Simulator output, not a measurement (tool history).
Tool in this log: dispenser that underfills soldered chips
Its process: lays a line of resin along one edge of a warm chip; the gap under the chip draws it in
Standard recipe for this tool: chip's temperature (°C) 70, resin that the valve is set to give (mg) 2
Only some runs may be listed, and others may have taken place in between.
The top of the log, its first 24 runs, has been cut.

run,day,chip's temperature (°C),resin that the valve is set to give (mg),time until the resin shows at the far edge (s),resin that the valve gave (mg)
# day 8.317: new syringe of resin
25,8.621,56,2.33,21.9,2.31
26,8.838,76,1.96,12.3,1.95
# day 8.892: new syringe of resin
27,9.108,75,2.14,9.6,2.11
# day 9.467: new syringe of resin
28,9.508,70,1.83,10.4,1.81
29,9.8,72,1.98,12.5,1.93
# day 10.029: new syringe of resin
30,10.296,72,1.98,11.3,1.93
31,10.55,72,1.98,14.7,1.93
# day 10.6: new syringe of resin
32,10.767,71,1.88,11.6,1.82
33,11.129,71,1.88,15.3,1.81
# day 11.167: new syringe of resin
34,11.471,71,1.88,12.6,1.81
# day 11.746: new syringe of resin
35,11.804,71,1.88,9.9,1.8

Below are 3 alternative next runs, each starting from the tool's condition after run 35. Predict each:
# day 12.108: dispensing valve cleaned and set on the balance
A,12.312,81,2.36,?,?
# day 12.108: dispensing valve cleaned and set on the balance
B,12.312,70,1.73,?,?
# day 12.108: dispensing valve cleaned and set on the balance
C,12.312,84,2.59,?,?

run,time until the resin shows at the far edge (s),resin that the valve gave (mg)
A,9.6,2.35
B,16.1,1.72
C,8.9,2.58
Take away the tool's hidden state, keep each run's random variation, and the runs would have read:
run,time until the resin shows at the far edge (s),resin that the valve gave (mg)
A,6.6,2.35
B,11.1,1.72
C,6.3,2.59
